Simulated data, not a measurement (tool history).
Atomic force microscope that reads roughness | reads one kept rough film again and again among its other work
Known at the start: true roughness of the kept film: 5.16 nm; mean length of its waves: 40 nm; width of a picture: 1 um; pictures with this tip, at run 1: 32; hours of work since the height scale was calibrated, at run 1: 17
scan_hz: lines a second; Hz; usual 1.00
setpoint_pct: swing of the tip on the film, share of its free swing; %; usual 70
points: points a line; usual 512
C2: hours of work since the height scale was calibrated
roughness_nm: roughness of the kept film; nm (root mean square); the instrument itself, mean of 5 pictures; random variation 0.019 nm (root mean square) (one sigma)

{"run": 1, "hour": 0.0, "scan_hz": 1.0, "setpoint_pct": 70, "points": 512, "pictures with this tip": 32, "C2": 17, "roughness_nm": 4.251}
{"run": 2, "hour": 66.0, "scan_hz": 1.0, "setpoint_pct": 57, "points": 512, "pictures with this tip": 87, "C2": 47, "roughness_nm": 3.795}
{"hour": 69.9, "done": "new tip fitted"}
{"run": 3, "hour": 112.9, "scan_hz": 0.83, "setpoint_pct": 70, "points": 512, "pictures with this tip": 35, "C2": 67, "roughness_nm": 4.266}
{"run": 4, "hour": 145.4, "scan_hz": 1.0, "setpoint_pct": 70, "points": 512, "pictures with this tip": 62, "C2": 82, "roughness_nm": 4.002}
{"hour": 181.6, "done": "new tip fitted"}
{"run": 5, "hour": 185.2, "scan_hz": 1.0, "setpoint_pct": 70, "points": 512, "pictures with this tip": 3, "C2": 100, "roughness_nm": 4.59}
{"run": 6, "hour": 264.5, "scan_hz": 1.0, "setpoint_pct": 70, "points": 512, "pictures with this tip": 69, "C2": 135, "roughness_nm": 3.961}
{"hour": 294.8, "done": "new tip fitted"}
{"run": 7, "hour": 298.6, "scan_hz": 3.34, "setpoint_pct": 70, "points": 512, "pictures with this tip": 3, "C2": 150, "roughness_nm": 4.373}
{"run": 8, "hour": 340.0, "scan_hz": 3.34, "setpoint_pct": 70, "points": 512, "pictures with this tip": 38, "C2": 169, "roughness_nm": 4.004}
{"hour": 407.9, "done": "new tip fitted"}
{"run": 9, "hour": 412.4, "scan_hz": 1.0, "setpoint_pct": 64, "points": 512, "pictures with this tip": 4, "C2": 201, "roughness_nm": 4.574}
{"run": 10, "hour": 484.6, "scan_hz": 1.0, "setpoint_pct": 70, "points": 307, "pictures with this tip": 64, "C2": 234, "roughness_nm": 3.939}
{"hour": 517.4, "done": "new tip fitted"}
{"run": 11, "hour": 544.8, "scan_hz": 1.0, "setpoint_pct": 56, "points": 307, "pictures with this tip": 23, "C2": 260, "roughness_nm": 4.325}
{"run": 12, "hour": 593.6, "scan_hz": 1.0, "setpoint_pct": 56, "points": 307, "pictures with this tip": 63, "C2": 282, "roughness_nm": 4.009}
{"hour": 626.5, "done": "new tip fitted"}
{"run": 13, "hour": 636.5, "scan_hz": 1.0, "setpoint_pct": 56, "points": 307, "pictures with this tip": 9, "C2": 301, "roughness_nm": 4.522}
{"run": 14, "hour": 677.1, "scan_hz": 1.0, "setpoint_pct": 56, "points": 307, "pictures with this tip": 43, "C2": 320, "roughness_nm": 4.14}
{"run": 15, "hour": 724.9, "scan_hz": 1.0, "setpoint_pct": 56, "points": 307, "pictures with this tip": 82, "C2": 341, "roughness_nm": 3.791}
{"hour": 734.1, "done": "new tip fitted"}
{"run": 16, "hour": 787.6, "scan_hz": 1.0, "setpoint_pct": 56, "points": 307, "pictures with this tip": 44, "C2": 369, "roughness_nm": 4.182}
{"run": 17, "hour": 832.1, "scan_hz": 1.5, "setpoint_pct": 56, "points": 307, "pictures with this tip": 81, "C2": 389, "roughness_nm": 3.861}
{"hour": 845.2, "done": "new tip fitted"}
{"run": 18, "hour": 875.9, "scan_hz": 1.0, "setpoint_pct": 70, "points": 521, "pictures with this tip": 25, "C2": 408, "roughness_nm": 4.265}
{"run": 19, "hour": 925.0, "scan_hz": 1.0, "setpoint_pct": 70, "points": 521, "pictures with this tip": 66, "C2": 430, "roughness_nm": 3.902}
{"hour": 931.7, "done": "height scale calibrated on a step standard"}
{"hour": 958.7, "done": "new tip fitted"}
{"run": 20, "hour": 972.8, "scan_hz": 1.0, "setpoint_pct": 70, "points": 521, "pictures with this tip": 12, "C2": 18, "roughness_nm": 4.411}
{"run": 21, "hour": 1036.9, "scan_hz": 1.0, "setpoint_pct": 70, "points": 521, "pictures with this tip": 65, "C2": 47, "roughness_nm": 3.968}
{"hour": 1073.0, "done": "new tip fitted"}
{"run": 22, "hour": 1110.5, "scan_hz": 1.0, "setpoint_pct": 70, "points": 512, "pictures with this tip": 31, "C2": 80, "roughness_nm": 4.177}
{"hour": 1169.4, "done": "height scale calibrated on a step standard, once more"}
{"hour": 1182.2, "done": "new tip fitted"}
{"run": 23, "hour": 1182.2, "scan_hz": 1.0, "setpoint_pct": 70, "points": 512, "pictures with this tip": 0, "C2": 6, "roughness_nm": 4.605}
{"run": 24, "hour": 1216.1, "scan_hz": 2.42, "setpoint_pct": 70, "points": 512, "pictures with this tip": 28, "C2": 21, "roughness_nm": 4.208}
{"hour": 1293.2, "done": "new tip fitted"}
{"run": 25, "hour": 1295.1, "scan_hz": 2.42, "setpoint_pct": 70, "points": 435, "pictures with this tip": 2, "C2": 56, "roughness_nm": 4.476}
{"run": 26, "hour": 1332.7, "scan_hz": 0.87, "setpoint_pct": 80, "points": 398, "pictures with this tip": 33, "C2": 73, "roughness_nm": 4.203}
{"hour": 1405.8, "done": "new tip fitted"}
{"run": 27, "hour": 1410.7, "scan_hz": 2.48, "setpoint_pct": 83, "points": 948, "pictures with this tip": 4, "C2": 108, "roughness_nm": 4.188}
{"run": 28, "hour": 1465.7, "scan_hz": 1.0, "setpoint_pct": 58, "points": 796, "pictures with this tip": 50, "C2": 132, "roughness_nm": 4.215}
{"run": 29, "hour": 1499.8, "scan_hz": 1.2, "setpoint_pct": 59, "points": 538, "pictures with this tip": 79, "C2": 148, "roughness_nm": 3.919}
{"hour": 1517.3, "done": "new tip fitted"}
{"run": 30, "hour": 1575.9, "scan_hz": 3.76, "setpoint_pct": 59, "points": 538, "pictures with this tip": 49, "C2": 182, "roughness_nm": 4.007}

Forecast run 31:
{"hour": 1629.8, "done": "new tip fitted"}
{"run": 31, "hour": 1629.8, "scan_hz": 1.34, "setpoint_pct": 61, "points": 798, "pictures with this tip": 0, "C2": 206, "roughness_nm": "?"}

{"run 31": {"roughness_nm": 4.606}}
Without the tool's hidden state the same run would have given roughness_nm 4.670 nm (root mean square).
